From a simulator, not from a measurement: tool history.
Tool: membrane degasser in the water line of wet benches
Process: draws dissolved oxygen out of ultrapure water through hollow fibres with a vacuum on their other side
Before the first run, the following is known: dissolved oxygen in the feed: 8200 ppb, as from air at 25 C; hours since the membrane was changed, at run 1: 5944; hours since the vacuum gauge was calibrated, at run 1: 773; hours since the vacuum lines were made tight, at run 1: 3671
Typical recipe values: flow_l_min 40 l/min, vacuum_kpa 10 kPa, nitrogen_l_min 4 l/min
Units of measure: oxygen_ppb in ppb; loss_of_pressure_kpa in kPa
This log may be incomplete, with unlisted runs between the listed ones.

run    hour  flow_l_min  vacuum_kpa  nitrogen_l_min  hours since the membrane was changed  hours since the vacuum gauge was calibrated  hours since the vacuum lines were made tight  oxygen_ppb  loss_of_pressure_kpa
  1       0          40          10               4                                  5944                                          773                                          3671       184.7                 37.52
  2    91.1          40         8.1               4                                  6035                                          865                                          3762       138.8                 38.09
  3   163.7          40         8.1               4                                  6108                                          937                                          3834       143.4                  37.9
  4   302.4          40         8.1               4                                  6246                                         1076                                          3973       142.8                 37.58
  5     382          40         8.1               4                                  6326                                         1155                                          4053       143.4                  37.6
  6   548.8          40         8.1               4                                  6493                                         1322                                          4220       139.2                 37.76
  7     696          40         8.1            4.73                                  6640                                         1469                                          4367       122.7                 37.63
  8     829          40          10               4                                  6773                                         1602                                          4500       184.4                 37.51
  9   926.4          50          10               4                                  6870                                         1700                                          4597       264.5                 46.79
 10  1025.9          40          10               4                                  6970                                         1799                                          4697       188.4                 37.49
 11  1160.3          40          10               4                                  7104                                         1934                                          4831       181.3                 37.21
 12  1324.6          40          10               4                                  7269                                         2098                                          4995       184.7                  37.1
 13  1437.8          40          10               4                                  7382                                         2211                                          5109       183.8                 37.19
 14  1582.8          28          10            1.83                                  7527                                         2356                                          5254       232.4                 26.37
 15    1707          28          10            1.83                                  7651                                         2480                                          5378       234.4                 26.12
 16    1871          28          10            1.83                                  7815                                         2644                                          5542       237.7                 25.73
 17  1997.8          39          10            2.68                                  7942                                         2771                                          5669       244.3                 36.24
 18  2114.5          44         9.8               4                                  8059                                         2888                                          5785       212.5                 40.65
 19  2281.6          50          10            6.94                                  8226                                         3055                                          5952       187.7                 46.38
 20  2421.2          60        12.5            1.78                                  8365                                         3195                                          6092       735.5                 55.05
 21  2515.1          60        12.5            1.78                                  8459                                         3289                                          6186       724.1                 55.47
 22  2590.1          59         8.1            1.78                                  8534                                         3363                                          6261         448                 54.37
 23  2680.8          59         8.1            1.78                                  8625                                         3454                                          6351       454.7                 54.04
 24  2784.3          31         8.3           11.14                                  8728                                         3558                                          6455        42.3                 28.53
 25  2880.7          31         8.3           11.14                                  8825                                         3654                                          6551          42                 28.61
     2961.7  -- gauge calibrated
 26  3024.9          40          10            2.99                                  8969                                         3798                                          6696       232.3                 37.43

Hidden state at the last listed run before each entry between runs and at the first one after, where it differs:
In the gap between runs 25 and 26: gauge calibrated (hour 2961.7)
  drift of the gauge itself on loss_of_pressure_kpa, %: -2.81 -> -0.06
  measured value less the no-hidden-state value, loss_of_pressure_kpa: -0.81 -> +0 kPa
